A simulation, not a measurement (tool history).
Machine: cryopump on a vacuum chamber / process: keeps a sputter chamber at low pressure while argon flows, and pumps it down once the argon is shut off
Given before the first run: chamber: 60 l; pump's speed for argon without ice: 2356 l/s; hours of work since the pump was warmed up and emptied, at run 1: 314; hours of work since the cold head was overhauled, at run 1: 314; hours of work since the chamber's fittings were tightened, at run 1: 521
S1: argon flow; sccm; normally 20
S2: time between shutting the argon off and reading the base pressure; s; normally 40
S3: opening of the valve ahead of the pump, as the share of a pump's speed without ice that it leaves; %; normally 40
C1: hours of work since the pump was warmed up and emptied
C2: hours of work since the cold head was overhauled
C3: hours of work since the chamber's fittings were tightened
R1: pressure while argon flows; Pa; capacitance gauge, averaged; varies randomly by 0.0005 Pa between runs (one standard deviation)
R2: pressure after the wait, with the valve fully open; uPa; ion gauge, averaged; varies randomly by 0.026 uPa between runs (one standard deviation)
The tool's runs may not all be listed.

run   hour  S1   S2  S3   C1   C2   C3      R1    R2
  1      0  20   40  40  314  314  521  0.0372  1.41
  2   13.4  20   40  40  320  320  527  0.0373  1.45
  3   32.3  20   40  43  328  328  535  0.0343  1.42
  4     51  20  112  40  336  336  543   0.037  0.81
  5   70.8  20   40  40  344  344  551  0.0375  1.44
  6   89.9  20   40  40  353  353  560  0.0363  1.44
  7  102.7  20   40  40  358  358  565  0.0373  1.41
  8  111.6  20   40  40  362  362  569  0.0366  1.47
  9  125.9  20   40  40  368  368  575  0.0371  1.48
 10  145.1  20   40  40  376  376  583  0.0361  1.47
 11  155.6  20   40  40  381  381  588  0.0376   1.5
 12  175.1  20   40  40  389  389  596  0.0369  1.45
 13  190.5  20   40  40  395  395  602  0.0378  1.46
 14  202.4  20   40  40  400  400  607  0.0375  1.46
 15  218.1  20   40  40  407  407  614  0.0381  1.51
 16    228  20   40  40  411  411  618  0.0374  1.45
 17  240.5  19   40  40  417  417  624  0.0353  1.46
 18  261.3   9  116  40  426  426  633  0.0166  0.79
 19  279.9   9  116  40  433  433  640  0.0171  0.87
 20    291  34   24  34  438  438  645  0.0738  2.19
 21  303.5   8   69  34  444  444  650  0.0175   1.1
 22  322.4  11   84  34  452  452  659   0.024  1.02
 23  334.5  11   84  34  457  457  664  0.0245  0.99
 24  352.5  34   29  44  464  464  671  0.0578  1.91
 25  362.6  17   25  44  469  469  676  0.0301  2.17
 26  380.4  10   55  32  476  476  683  0.0228  1.22
 27  399.8  10   94  32  485  485  691  0.0233  0.94
 28  411.5  35   94  32  490  490  696  0.0814  0.93
 29  422.2  35   94  32  494  494  701  0.0808  0.97
 30  439.6  20   40  21  501  501  708  0.0705  1.53
 31  448.8  24   40  26  505  505  712  0.0683  1.53
 32  467.4  20   40  37  513  513  720  0.0406  1.53
 33  487.7  17   77  24  522  522  729  0.0528  1.04
 34  507.2  38   21  55  530  530  737  0.0534  2.46

4 options for the next run, each taken on its own from the tool as it stands now. Forecast them:
  A  528.4  20  23  40  539  539  746   ?   ?
  B  528.4  15  21  55  539  539  746   ?   ?
  C  528.4  16  25  28  539  539  746   ?   ?
  D  528.4  20  39  40  539  539  746   ?   ?

run      R1    R2
  A  0.0382  2.29
  B  0.0214   2.5
  C   0.042  2.22
  D  0.0369  1.57
With no hidden state in the tool, these same runs would have given:
run      R1    R2
  A  0.0363  1.89
  B    0.02  2.09
  C  0.0405  1.81
  D  0.0349  1.16

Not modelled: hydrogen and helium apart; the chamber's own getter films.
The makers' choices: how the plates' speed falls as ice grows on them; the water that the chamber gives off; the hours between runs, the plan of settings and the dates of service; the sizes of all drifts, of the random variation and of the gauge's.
